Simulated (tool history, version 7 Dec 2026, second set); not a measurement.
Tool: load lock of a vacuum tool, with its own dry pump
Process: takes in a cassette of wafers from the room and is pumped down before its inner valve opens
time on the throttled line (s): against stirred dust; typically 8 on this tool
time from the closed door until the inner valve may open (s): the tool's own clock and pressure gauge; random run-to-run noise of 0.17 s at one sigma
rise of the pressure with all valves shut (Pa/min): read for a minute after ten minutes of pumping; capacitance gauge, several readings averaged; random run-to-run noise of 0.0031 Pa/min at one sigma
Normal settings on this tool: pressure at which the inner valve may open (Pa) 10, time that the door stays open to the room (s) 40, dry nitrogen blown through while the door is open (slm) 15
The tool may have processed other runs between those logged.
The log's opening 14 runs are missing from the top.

run    hour  time on the throttled line (s)  pressure at which the inner valve may open (Pa)  time that the door stays open to the room (s)  dry nitrogen blown through while the door is open (slm)  incoming humidity of the room's air, %  time from the closed door until the inner valve may open (s)  rise of the pressure with all valves shut (Pa/min)
 15  1919.7                               8                                               10                                             44                                                       15                                    44.1                                                          18.8                                               0.152
 16  2058.3                               8                                               10                                             44                                                       15                                    46.2                                                          18.8                                               0.156
 17  2267.0                               8                                               10                                             40                                                       15                                    47.1                                                          18.3                                               0.152
 18  2366.5                               8                                               10                                            118                                                       15                                    45.3                                                          18.7                                               0.211
 19  2577.3                               8                                               10                                            118                                                       15                                    43.6                                                          18.9                                               0.221
 20  2745.1                               8                                                9                                             40                                                       15                                    48.0                                                          19.1                                               0.171
 21  2928.6                               8                                               13                                             40                                                       15                                    44.3                                                          18.5                                               0.165
 22  3054.6                               8                                               13                                             40                                                        7                                    44.8                                                          18.9                                               0.183
 23  3226.8                               9                                               13                                             39                                                        7                                    43.8                                                          19.1                                               0.178
 24  3321.4                               9                                               20                                             50                                                        7                                    46.6                                                          18.7                                               0.195
 25  3506.9                              16                                               15                                             56                                                       43                                    47.3                                                          24.1                                               0.162
 26  3668.8                               8                                               10                                             28                                                       15                                    46.5                                                          19.2                                               0.179
 27  3873.0                               8                                               10                                             47                                                       27                                    44.8                                                          19.2                                               0.179
 28  4071.5                               9                                               18                                            180                                                       15                                    47.0                                                          19.0                                               0.304
 29  4256.8                               9                                               18                                            123                                                        6                                    46.8                                                          18.6                                               0.292
 30  4455.2                               9                                               18                                            123                                                        6                                    47.9                                                          19.0                                               0.296
 31  4541.8                               9                                               18                                            123                                                        6                                    46.0                                                          19.0                                               0.298
 32  4730.3                               9                                               10                                            123                                                        6                                    44.9                                                          19.9                                               0.297
 33  4875.1                               9                                               10                                            123                                                        6                                    43.4                                                          19.8                                               0.288
 34  5056.2                              12                                                8                                            115                                                        6                                    43.5                                                          22.4                                               0.286
 35  5249.3                               6                                               10                                            115                                                        6                                    46.5                                                          17.7                                               0.308
 36  5370.2                               8                                               15                                             40                                                       33                                    45.5                                                          18.7                                               0.211
 37  5542.2                              13                                                9                                             40                                                       33                                    43.5                                                          22.8                                               0.207

Alternative continuations, all from the tool just after run 37; predict every row:
  A  5627.5                               8                                               10                                            213                                                        6                                    45.8                                                             ?                                                   ?
  B  5627.5                              12                                               15                                             40                                                        5                                    47.7                                                             ?                                                   ?
  C  5627.5                              13                                               13                                             40                                                       33                                    46.2                                                             ?                                                   ?
  D  5627.5                               5                                                9                                             40                                                       33                                    44.7                                                             ?                                                   ?

run  time from the closed door until the inner valve may open (s)  rise of the pressure with all valves shut (Pa/min)
  A                                                          19.3                                               0.374
  B                                                          21.7                                               0.251
  C                                                          22.4                                               0.220
  D                                                          17.4                                               0.213
With the hidden condition removed and each run's random variation left untouched, the same runs would have given:
run  time from the closed door until the inner valve may open (s)  rise of the pressure with all valves shut (Pa/min)
  A                                                          18.4                                               0.215
  B                                                          21.0                                               0.087
  C                                                          21.6                                               0.056
  D                                                          16.4                                               0.050

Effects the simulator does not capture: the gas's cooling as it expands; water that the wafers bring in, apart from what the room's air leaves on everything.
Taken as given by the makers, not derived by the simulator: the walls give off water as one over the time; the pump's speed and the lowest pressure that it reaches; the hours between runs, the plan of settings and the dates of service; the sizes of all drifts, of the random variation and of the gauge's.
